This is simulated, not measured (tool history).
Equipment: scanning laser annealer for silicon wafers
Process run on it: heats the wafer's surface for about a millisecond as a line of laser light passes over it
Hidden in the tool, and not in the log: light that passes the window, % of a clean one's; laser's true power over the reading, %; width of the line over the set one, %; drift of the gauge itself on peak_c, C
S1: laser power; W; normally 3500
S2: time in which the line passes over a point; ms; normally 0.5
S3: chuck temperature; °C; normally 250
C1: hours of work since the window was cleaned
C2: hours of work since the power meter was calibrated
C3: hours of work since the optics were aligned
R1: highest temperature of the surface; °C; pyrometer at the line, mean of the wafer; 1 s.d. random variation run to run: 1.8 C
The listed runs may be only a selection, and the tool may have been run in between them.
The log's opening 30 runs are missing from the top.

run	hour	S1	S2	S3	C1	C2	C3	R1
31	843.2	3369	0.495	276	555	830	131	947
32	873.3	3369	0.495	276	568	844	145	944
33	900.7	3255	0.45	266	581	857	157	872
34	928.6	3255	0.595	289	594	869	170	984
35	963.8	3623	0.5	219	609	885	186	957
36	1004.9	3444	0.5	216	628	904	205	899
37	1047.6	3299	0.508	262	647	923	224	917
38	1084.6	3299	0.508	262	664	940	241	914
39	1116.4	3299	0.508	262	679	954	255	912
40	1153	3798	0.426	262	695	971	272	984

Forecast each of these 5 alternatives for the next run:
A	1172	3749	0.426	240	704	980	281	?
B	1172	3741	0.426	287	704	980	281	?
C	1172	3561	0.617	266	704	980	281	?
D	1172	3500	0.5	286	704	980	281	?
E	1172	3419	0.489	286	704	980	281	?

run	R1
A	949
B	995
C	1055
D	984
E	959
The same runs, with their run-to-run variation unchanged, on a tool lacking any hidden condition would have given:
run	R1
A	971
B	1016
C	1078
D	1005
E	979
